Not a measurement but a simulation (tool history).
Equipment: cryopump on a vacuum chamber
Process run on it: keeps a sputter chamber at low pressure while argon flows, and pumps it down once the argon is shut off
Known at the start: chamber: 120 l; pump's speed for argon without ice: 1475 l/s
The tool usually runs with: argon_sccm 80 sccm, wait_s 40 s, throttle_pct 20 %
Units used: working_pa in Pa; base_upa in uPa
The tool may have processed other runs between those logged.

run	hour	argon_sccm	wait_s	throttle_pct	working_pa	base_upa
1	0.0	80	40	20	0.4661	4.17
2	36.7	80	40	20	0.4667	4.21
3	81.6	80	40	20	0.4678	4.29
4	120.7	80	40	58	0.1686	4.34
5	158.9	80	40	58	0.1684	4.41
6	197.2	80	40	58	0.1697	4.49
7	245.3	80	40	26	0.3674	4.42
8	268.3	80	49	46	0.2130	4.21
9	289.3	104	198	28	0.4441	3.11
10	338.2	159	90	20	0.9406	3.64
11	363.7	80	40	31	0.3079	4.55
12	389.9	80	40	31	0.3125	4.52
13	427.4	80	40	31	0.3134	4.48
14	476.4	80	37	28	0.3441	4.78

A few steps of working_pa between consecutive runs. Split each: what settings, incoming material and random variation would produce without the hidden state, and what is left over for the hidden state, along with gauge scatter present in only one of the two compared results (measured, and without hidden state):
The tool's hidden condition here consists of: pump's speed, % of a pump's without ice; cold plate's temperature, K; leak into the chamber, uPa l/s; drift of the gauge itself on working_pa, %; drift of the gauge itself on base_upa, %.
Run 10 -> 11: argon_sccm 159 -> 80, wait_s 90 -> 40, throttle_pct 20 -> 31. working_pa -0.6327 Pa: hidden state -0.0137, all else -0.6190.
